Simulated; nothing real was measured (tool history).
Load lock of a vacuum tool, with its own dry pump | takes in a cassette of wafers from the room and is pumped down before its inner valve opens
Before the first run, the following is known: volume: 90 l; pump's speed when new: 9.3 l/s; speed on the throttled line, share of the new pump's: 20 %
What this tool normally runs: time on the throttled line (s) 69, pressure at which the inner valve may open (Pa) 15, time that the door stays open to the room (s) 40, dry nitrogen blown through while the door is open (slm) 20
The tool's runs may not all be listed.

run	hour	time on the throttled line (s)	pressure at which the inner valve may open (Pa)	time that the door stays open to the room (s)	dry nitrogen blown through while the door is open (slm)	incoming humidity of the room's air, %	time from the closed door until the inner valve may open (s)	rise of the pressure with all valves shut (Pa/min)
1	0	69	15	40	20	44	150.1	0.016
2	142.9	99	15	40	20	47.1	173.5	0.014
3	210.9	99	15	40	20	46.8	173.5	0.015
4	324.1	99	15	40	20	46.4	174.1	0.019
5	472.7	99	15	51	20	43.9	173.4	0.027
6	570.4	99	15	51	20	46.7	173.4	0.017
7	654.4	58	15	51	20	50.9	141.9	0.02
8	796.4	118	15	40	20	45.3	188.2	0.02
9	928.7	69	15	40	20	44.6	151.1	0.013
10	1056.9	69	15	40	20	44.1	151	0.024
11	1176.8	107	15	40	20	42.8	180.9	0.02
12	1319.1	107	15	40	20	47	180.4	0.028
13	1461	110	15	40	20	45.8	182.5	0.027
14	1535.6	69	15	41	20	43.3	151.2	0.022
15	1656.8	69	15	40	20	45.7	151.3	0.029
16	1748.4	69	15	50	20	45.8	151.3	0.024
17	1895	69	15	50	20	45	151.8	0.025
18	1989.2	124	14	40	20	43.6	196.2	0.021
19	2100.9	125	26	39	20	47.1	189.7	0.018
20	2222	34	10	40	27	47.6	130.4	0.018
21	2312.1	74	15	40	6	47.1	156.6	0.03
22	2429.8	76	29	50	27	44.2	150.3	0.027
23	2520.4	40	15	40	5	45.6	130.7	0.029
24	2660.9	103	29	40	20	44.8	171.6	0.027
25	2770.6	103	29	40	20	44.2	171.9	0.026
26	2906.6	98	15	72	21	43.2	174.8	0.029
# hour 2978.6: dry pump taken out, an overhauled one fitted
27	3055.2	98	23	63	9	41.1	159.7	0.031
28	3182.3	38	19	40	20	44.2	114.7	0.029
29	3289.1	53	27	152	4	43.1	122.6	0.042
30	3401	53	27	152	4	47.4	122.2	0.044
31	3520.1	53	19	67	14	46.4	126.8	0.034
32	3662.2	43	15	40	20	42.3	120.3	0.029

Some steps in time from the closed door until the inner valve may open (s), run to run, broken into two amounts with sign: the step expected even without the hidden condition (settings, incoming material, random variation), and the rest, left for the hidden condition together with whatever gauge scatter is not in both the measured and the hidden-condition-free result:
Hidden state present: pump's speed, % of a new pump's; leak at the door's seal, Pa l/s; drift of the gauge itself on ready_s, %; drift of the gauge itself on rise_pa_min, %.
Run 7 -> 8: time on the throttled line (s) 58 -> 118, time that the door stays open to the room (s) 51 -> 40. time from the closed door until the inner valve may open (s) +46.3: hidden state -1.3, all else +47.6.
Run 19 -> 20: time on the throttled line (s) 125 -> 34, pressure at which the inner valve may open (Pa) 26 -> 10, time that the door stays open to the room (s) 39 -> 40, dry nitrogen blown through while the door is open (slm) 20 -> 27. time from the closed door until the inner valve may open (s) -59.3: hidden state +4.7, all else -64.
Run 23 -> 24: time on the throttled line (s) 40 -> 103, pressure at which the inner valve may open (Pa) 15 -> 29, dry nitrogen blown through while the door is open (slm) 5 -> 20. time from the closed door until the inner valve may open (s) +40.9: hidden state -3.1, all else +44.
Run 26 -> 27: pressure at which the inner valve may open (Pa) 15 -> 23, time that the door stays open to the room (s) 72 -> 63, dry nitrogen blown through while the door is open (slm) 21 -> 9, dry pump taken out, an overhauled one fitted. time from the closed door until the inner valve may open (s) -15.1: hidden state -11.7, all else -3.4.
Run 27 -> 28: time on the throttled line (s) 98 -> 38, pressure at which the inner valve may open (Pa) 23 -> 19, time that the door stays open to the room (s) 63 -> 40, dry nitrogen blown through while the door is open (slm) 9 -> 20. time from the closed door until the inner valve may open (s) -45: hidden state +0.2, all else -45.2.
